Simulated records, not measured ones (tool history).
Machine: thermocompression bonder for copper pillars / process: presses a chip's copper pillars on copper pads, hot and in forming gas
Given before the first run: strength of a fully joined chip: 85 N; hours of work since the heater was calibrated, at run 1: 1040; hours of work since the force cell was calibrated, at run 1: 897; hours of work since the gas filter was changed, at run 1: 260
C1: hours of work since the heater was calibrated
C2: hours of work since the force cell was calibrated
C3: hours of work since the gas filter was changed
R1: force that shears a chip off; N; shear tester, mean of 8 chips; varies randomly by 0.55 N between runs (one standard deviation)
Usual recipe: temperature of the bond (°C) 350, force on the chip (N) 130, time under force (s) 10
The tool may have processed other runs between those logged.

Run 1, hour 0.0: usual settings; C1 1040; C2 897; C3 260. Result: R1 37.0 N.
Run 2, hour 35.5: usual settings; C1 1060; C2 917; C3 280. Result: R1 35.8 N.
Run 3, hour 71.7: usual settings; C1 1081; C2 938; C3 301. Result: R1 36.9 N.
Run 4, hour 93.8: usual settings but temperature of the bond (°C) 373; C1 1093; C2 951; C3 313. Result: R1 43.6 N.
Run 5, hour 127.6: usual settings but temperature of the bond (°C) 373; C1 1112; C2 970; C3 333. Result: R1 42.2 N.
At hour 148.3: forming gas filter changed.
Run 6, hour 149.1: usual settings but temperature of the bond (°C) 373; C1 1124; C2 982; C3 1. Result: R1 47.8 N.
Run 7, hour 195.2: usual settings but temperature of the bond (°C) 373; C1 1151; C2 1008; C3 27. Result: R1 46.6 N.
Run 8, hour 224.0: usual settings but temperature of the bond (°C) 361; C1 1167; C2 1024; C3 43. Result: R1 42.4 N.
Run 9, hour 256.8: usual settings but time under force (s) 18; C1 1186; C2 1043; C3 62. Result: R1 47.5 N.
Run 10, hour 277.7: usual settings but time under force (s) 18; C1 1197; C2 1055; C3 74. Result: R1 47.3 N.
Run 11, hour 319.3: usual settings but time under force (s) 18; C1 1221; C2 1079; C3 97. Result: R1 46.3 N.
Run 12, hour 360.2: usual settings; C1 1244; C2 1102; C3 121. Result: R1 38.4 N.
Run 13, hour 403.0: usual settings; C1 1269; C2 1126; C3 145. Result: R1 37.5 N.
Run 14, hour 428.5: usual settings but temperature of the bond (°C) 329, force on the chip (N) 85; C1 1283; C2 1141; C3 159. Result: R1 18.5 N.
Run 15, hour 449.6: usual settings but temperature of the bond (°C) 332, force on the chip (N) 80, time under force (s) 19; C1 1295; C2 1153; C3 171. Result: R1 23.5 N.
Run 16, hour 492.3: usual settings but temperature of the bond (°C) 362, force on the chip (N) 141, time under force (s) 11; C1 1320; C2 1177; C3 196. Result: R1 44.1 N.
Run 17, hour 521.9: usual settings but temperature of the bond (°C) 351, force on the chip (N) 105; C1 1336; C2 1194; C3 213. Result: R1 29.0 N.
Run 18, hour 553.0: usual settings but temperature of the bond (°C) 351, force on the chip (N) 105; C1 1354; C2 1212; C3 230. Result: R1 29.1 N.
Run 19, hour 582.2: usual settings but temperature of the bond (°C) 351, force on the chip (N) 105; C1 1371; C2 1228; C3 247. Result: R1 28.2 N.
Run 20, hour 601.8: usual settings but temperature of the bond (°C) 351, force on the chip (N) 105; C1 1382; C2 1239; C3 258. Result: R1 28.1 N.
Run 21, hour 629.1: usual settings but temperature of the bond (°C) 364, time under force (s) 6; C1 1397; C2 1255; C3 274. Result: R1 32.5 N.
Run 22, hour 656.2: usual settings but temperature of the bond (°C) 364, force on the chip (N) 156; C1 1413; C2 1270; C3 289. Result: R1 45.5 N.
At hour 675.7: heater calibrated with a thermocouple chip.
Run 23, hour 677.8: usual settings but temperature of the bond (°C) 362, force on the chip (N) 101, time under force (s) 20; C1 1; C2 1282; C3 300. Result: R1 41.1 N.

Branching from run 23: 4 alternative next runs. What would each branch give?
Run A, hour 722.2: usual settings but temperature of the bond (°C) 333, force on the chip (N) 101, time under force (s) 8; C1 26; C2 1307; C3 325. Result: R1 ?.
Run B, hour 722.2: usual settings but temperature of the bond (°C) 362, force on the chip (N) 101, time under force (s) 28; C1 26; C2 1307; C3 325. Result: R1 ?.
Run C, hour 722.2: usual settings but temperature of the bond (°C) 362, force on the chip (N) 101, time under force (s) 7; C1 26; C2 1307; C3 325. Result: R1 ?.
Run D, hour 722.2: usual settings but temperature of the bond (°C) 378, force on the chip (N) 101, time under force (s) 27; C1 26; C2 1307; C3 325. Result: R1 ?.

run    R1
  A  22.9
  B  45.9
  C  27.9
  D  50.8
Take away the tool's hidden state, keep each run's random variation, and the runs would have read:
run    R1
  A  27.9
  B  54.7
  C  33.8
  D  60.0

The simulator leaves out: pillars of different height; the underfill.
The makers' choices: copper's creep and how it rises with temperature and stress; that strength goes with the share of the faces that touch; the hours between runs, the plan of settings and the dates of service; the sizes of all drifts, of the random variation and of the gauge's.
